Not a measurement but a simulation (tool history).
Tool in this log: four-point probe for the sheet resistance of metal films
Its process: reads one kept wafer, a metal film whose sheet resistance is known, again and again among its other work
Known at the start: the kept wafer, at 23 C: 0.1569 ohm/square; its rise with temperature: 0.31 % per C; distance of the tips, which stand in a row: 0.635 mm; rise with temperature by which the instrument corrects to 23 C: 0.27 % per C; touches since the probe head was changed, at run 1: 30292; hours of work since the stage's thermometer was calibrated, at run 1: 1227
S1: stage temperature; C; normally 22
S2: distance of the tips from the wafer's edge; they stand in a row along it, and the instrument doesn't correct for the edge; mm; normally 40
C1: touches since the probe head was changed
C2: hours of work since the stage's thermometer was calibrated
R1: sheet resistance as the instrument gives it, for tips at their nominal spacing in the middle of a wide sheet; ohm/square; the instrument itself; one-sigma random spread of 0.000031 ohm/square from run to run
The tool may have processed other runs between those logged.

run 1 hour=0.0 | S1=22 S2=40 | C1=30292 C2=1227 | R1=0.157796
run 2 hour=66.0 | S1=19 S2=40 | C1=31577 C2=1275 | R1=0.157545
run 3 hour=147.0 | S1=19 S2=40 | C1=33155 C2=1335 | R1=0.157616
run 4 hour=232.5 | S1=22 S2=5 | C1=34821 C2=1398 | R1=0.159247
run 5 hour=288.5 | S1=22 S2=65 | C1=35913 C2=1439 | R1=0.157894
-- hour=360.3 stage's thermometer calibrated
run 6 hour=383.7 | S1=22 S2=40 | C1=37758 C2=17 | R1=0.157645
run 7 hour=435.8 | S1=22 S2=40 | C1=38771 C2=56 | R1=0.157611
run 8 hour=491.0 | S1=22 S2=40 | C1=39848 C2=96 | R1=0.157638
run 9 hour=546.2 | S1=22 S2=40 | C1=40922 C2=137 | R1=0.157697
run 10 hour=609.0 | S1=26 S2=40 | C1=42146 C2=183 | R1=0.157941
run 11 hour=702.9 | S1=22 S2=40 | C1=43976 C2=252 | R1=0.157815
run 12 hour=769.3 | S1=22 S2=40 | C1=45269 C2=301 | R1=0.157848
run 13 hour=843.7 | S1=22 S2=40 | C1=46718 C2=356 | R1=0.157856
run 14 hour=935.3 | S1=22 S2=40 | C1=48502 C2=423 | R1=0.157923
run 15 hour=980.0 | S1=22 S2=40 | C1=49374 C2=456 | R1=0.157868
run 16 hour=1077.2 | S1=22 S2=40 | C1=51266 C2=528 | R1=0.157904
run 17 hour=1173.0 | S1=22 S2=40 | C1=53134 C2=598 | R1=0.158048
run 18 hour=1219.5 | S1=22 S2=40 | C1=54039 C2=632 | R1=0.158052
run 19 hour=1278.3 | S1=27 S2=40 | C1=55185 C2=676 | R1=0.158414
run 20 hour=1328.0 | S1=27 S2=21 | C1=56152 C2=712 | R1=0.158416
run 21 hour=1406.0 | S1=18 S2=29 | C1=57671 C2=770 | R1=0.157942
run 22 hour=1460.9 | S1=30 S2=23 | C1=58741 C2=810 | R1=0.158633
run 23 hour=1550.6 | S1=32 S2=3 | C1=60489 C2=876 | R1=0.162460
run 24 hour=1640.4 | S1=32 S2=68 | C1=62238 C2=942 | R1=0.158793
run 25 hour=1696.3 | S1=31 S2=11 | C1=63327 C2=983 | R1=0.159031
run 26 hour=1752.2 | S1=31 S2=11 | C1=64416 C2=1024 | R1=0.159059
run 27 hour=1809.9 | S1=20 S2=9 | C1=65541 C2=1067 | R1=0.158604
run 28 hour=1892.2 | S1=20 S2=9 | C1=67144 C2=1127 | R1=0.158712
run 29 hour=1935.3 | S1=20 S2=7 | C1=67983 C2=1159 | R1=0.158973
run 30 hour=1987.0 | S1=20 S2=7 | C1=68992 C2=1197 | R1=0.159023
run 31 hour=2038.4 | S1=23 S2=7 | C1=69991 C2=1235 | R1=0.159151
run 32 hour=2102.0 | S1=23 S2=7 | C1=71232 C2=1282 | R1=0.159215
run 33 hour=2194.8 | S1=23 S2=7 | C1=73039 C2=1350 | R1=0.159218
run 34 hour=2278.2 | S1=24 S2=7 | C1=74663 C2=1412 | R1=0.159327
run 35 hour=2346.2 | S1=24 S2=7 | C1=75989 C2=1462 | R1=0.159399
-- hour=2381.6 stage's thermometer calibrated
run 36 hour=2432.6 | S1=23 S2=7 | C1=77661 C2=38 | R1=0.159194
run 37 hour=2514.3 | S1=23 S2=7 | C1=79253 C2=98 | R1=0.159232

Below, each run's measurement less what the same run would have read without the hidden state. Both values contain the same run-to-run variation, but the gauge's scatter may not be the same in both:
Unlogged tool condition in this case: inner tips' distance over the nominal, %; tips' flats over new ones', %; wafer's true temperature over the reading, C; drift of the gauge itself on sheet_ohm, %.
run=1 R1=+0.000880
run=2 R1=+0.000912
run=3 R1=+0.000954
run=4 R1=+0.001001
run=5 R1=+0.001019
run=6 R1=+0.000781
run=7 R1=+0.000806
run=8 R1=+0.000834
run=9 R1=+0.000857
run=10 R1=+0.000887
run=11 R1=+0.000932
run=12 R1=+0.000964
run=13 R1=+0.001000
run=14 R1=+0.001045
run=15 R1=+0.001066
run=16 R1=+0.001112
run=17 R1=+0.001163
run=18 R1=+0.001186
run=19 R1=+0.001214
run=20 R1=+0.001237
run=21 R1=+0.001272
run=22 R1=+0.001303
run=23 R1=+0.001376
run=24 R1=+0.001389
run=25 R1=+0.001418
run=26 R1=+0.001445
run=27 R1=+0.001472
run=28 R1=+0.001515
run=29 R1=+0.001538
run=30 R1=+0.001560
run=31 R1=+0.001584
run=32 R1=+0.001615
run=33 R1=+0.001660
run=34 R1=+0.001702
run=35 R1=+0.001735
run=36 R1=+0.001622
run=37 R1=+0.001660
